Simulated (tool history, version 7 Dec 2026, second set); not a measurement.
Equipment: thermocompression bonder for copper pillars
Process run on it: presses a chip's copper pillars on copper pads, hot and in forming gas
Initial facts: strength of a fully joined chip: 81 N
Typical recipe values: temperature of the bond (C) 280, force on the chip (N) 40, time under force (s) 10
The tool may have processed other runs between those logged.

run,hour,temperature of the bond (C),force on the chip (N),time under force (s),force that shears a chip off (N)
1,0.0,280,40,10,46.0
2,5.9,280,40,10,46.3
3,15.3,280,40,10,46.3
4,25.9,280,40,10,46.5
5,35.9,280,40,17,53.2
6,49.2,280,40,17,53.1
7,55.2,280,40,16,52.5
8,66.3,280,40,10,45.8
9,79.8,280,40,10,45.5
10,89.5,280,40,10,45.7
11,102.6,271,40,10,42.6
12,114.2,271,40,10,42.6
13,126.8,271,40,10,42.0
14,135.2,308,40,10,54.0
# hour 138.0: heater calibrated with a thermocouple chip
15,148.4,280,29,11,39.8
16,155.2,280,29,11,40.0
17,168.2,289,56,8,52.0
# hour 178.2: forming gas filter changed
18,180.5,292,48,16,63.7
19,189.4,292,48,16,64.7

Forecast run 20:
20,197.6,264,44,10,?

force that shears a chip off (N): 45.5
On a tool with no hidden condition, and with the same random variation, this run would have come out at force that shears a chip off (N) 45.1.

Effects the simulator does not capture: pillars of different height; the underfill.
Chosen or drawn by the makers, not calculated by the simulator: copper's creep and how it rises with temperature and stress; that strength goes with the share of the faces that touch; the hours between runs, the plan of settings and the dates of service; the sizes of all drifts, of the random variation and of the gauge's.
